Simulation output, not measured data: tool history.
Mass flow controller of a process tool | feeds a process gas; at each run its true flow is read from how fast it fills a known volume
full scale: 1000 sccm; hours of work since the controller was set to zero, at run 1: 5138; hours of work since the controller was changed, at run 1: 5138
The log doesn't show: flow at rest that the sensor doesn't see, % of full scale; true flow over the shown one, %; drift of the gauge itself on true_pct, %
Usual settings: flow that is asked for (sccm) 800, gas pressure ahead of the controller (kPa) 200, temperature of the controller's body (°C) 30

run      day  flow that is asked for (sccm)  gas pressure ahead of the controller (kPa)  temperature of the controller's body (°C)  hours of work since the controller was set to zero  hours of work since the controller was changed  true flow (%)
  1        0                            800                                         200                                         30                                                5138                                            5138         102.91
  2   12.704                            800                                         200                                         30                                                5372                                            5372          103.1
  3   21.671                            800                                         200                                         30                                                5537                                            5537         103.12
  4    33.75                            800                                         200                                         30                                                5759                                            5759         103.38
  5    40.25                            800                                         262                                         30                                                5879                                            5879          103.9
  6   52.279                            800                                         262                                         30                                                6100                                            6100         103.97
  7   60.862                            800                                         241                                         30                                                6258                                            6258         103.92
  8   71.871                            800                                         241                                         30                                                6461                                            6461         104.19
  9   84.446                            800                                         241                                         30                                                6692                                            6692         104.03
 10   92.142                            800                                         200                                         26                                                6834                                            6834         104.44
 11   98.483                            371                                         200                                         30                                                6951                                            6951         103.74
       105.6  -- controller's zero set anew
     106.725  -- controller exchanged for a calibrated one
 12  110.875                            371                                         200                                         30                                                  76                                              76          98.32
 13  120.142                            305                                         200                                         30                                                 247                                             247          98.46
 14  128.533                            305                                         200                                         29                                                 401                                             401          98.61
 15  135.742                            725                                         246                                         38                                                 534                                             534          99.05
 16  142.379                            996                                         218                                         30                                                 656                                             656          100.2
 17  153.004                            996                                         218                                         30                                                 852                                             852         100.28
 18  167.725                            275                                         218                                         40                                                1123                                            1123          98.49
 19  175.079                            800                                         200                                         23                                                1258                                            1258         100.54
 20  183.583                            800                                         200                                         23                                                1415                                            1415         100.73
 21  194.571                            800                                         200                                         26                                                1617                                            1617         100.63

4 ways to go on from here, each from the tool as it stands after run 21. What would each give?
  A  209.571                            365                                         172                                         21                                                1893                                            1893              ?
  B  209.571                            108                                         170                                         26                                                1893                                            1893              ?
  C  209.571                            278                                         143                                         40                                                1893                                            1893              ?
  D  209.571                            800                                         200                                         26                                                1893                                            1893              ?

run  true flow (%)
  A          100.3
  B         100.55
  C          98.51
  D         100.78
Without the tool's hidden state the same runs would have given:
run  true flow (%)
  A          98.73
  B          97.73
  C          96.78
  D          99.49
